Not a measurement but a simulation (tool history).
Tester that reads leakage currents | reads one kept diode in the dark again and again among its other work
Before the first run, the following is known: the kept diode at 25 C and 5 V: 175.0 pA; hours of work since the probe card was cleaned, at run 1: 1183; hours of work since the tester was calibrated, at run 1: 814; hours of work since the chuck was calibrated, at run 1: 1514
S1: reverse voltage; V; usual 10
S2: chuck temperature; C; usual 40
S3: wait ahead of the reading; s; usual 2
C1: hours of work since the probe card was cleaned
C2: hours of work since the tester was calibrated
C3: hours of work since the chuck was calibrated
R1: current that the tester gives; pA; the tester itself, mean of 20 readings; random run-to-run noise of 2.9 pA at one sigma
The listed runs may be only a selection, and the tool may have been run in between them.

run	hour	S1	S2	S3	C1	C2	C3	R1
1	0	10	40	2	1183	814	1514	1068.42
2	81.6	10	40	2	1228	859	1559	1072.47
3	182.8	10	40	2	1284	915	1615	1072.68
# hour 237.1: chuck's temperature calibrated
4	291.4	10	40	2	1343	974	30	967.78
5	366.6	10	40	2	1384	1015	72	970.42
6	458.1	10	40	2	1435	1066	122	974.84
7	560.7	10	40	2	1492	1122	179	977.16
8	643.5	10	40	2	1537	1168	225	983.68
9	714.9	10	44	2	1577	1208	264	1360.15
10	821.3	9	44	2	1636	1266	323	1291.97
11	877.6	10	40	6.39	1667	1298	354	991.05
12	929.2	10	51	2	1695	1326	383	2368.6
13	1028.3	10	28	2	1750	1381	437	369.24
14	1105.8	10	28	2	1793	1424	480	370.55
15	1201.2	10	40	2	1846	1476	533	1008.66
16	1245.4	10	40	2	1870	1501	557	1013.6
17	1336.6	10	40	2	1920	1551	608	1021.05
18	1391.7	1.3	27	1.58	1951	1582	638	105.74
# hour 1452.1: probe card cleaned and baked
19	1480.3	16.5	44	0.47	16	1629	685	1861.57
20	1580	1.1	55	3.62	71	1684	741	943.59
21	1682.8	10	39	6.06	128	1741	797	937.03
22	1750.3	2.4	23	2	165	1778	835	104.61
23	1802.8	1.4	40	2.44	194	1807	864	335.69
24	1861.5	1.4	58	2.44	226	1840	896	1350.43
25	1910.2	9.6	29	2.67	253	1867	923	399.08
26	2008.2	13.2	27	2	307	1921	977	403.34
27	2106.5	12.4	37	2	362	1975	1031	923
28	2203.2	3.7	32	3.56	415	2029	1085	302.61
29	2280.1	3.7	32	3.56	458	2071	1127	303.67
30	2359	4.2	30	0.99	501	2115	1171	278.86
31	2440.3	4.2	26	5.84	546	2160	1216	195.55

What does the tool deliver on the next run?
32	2506.2	10	27	1.61	583	2196	1252	?

{"run 32": {"R1": 351.69}}
Without the tool's hidden state the same run would have given R1 310.35 pA.
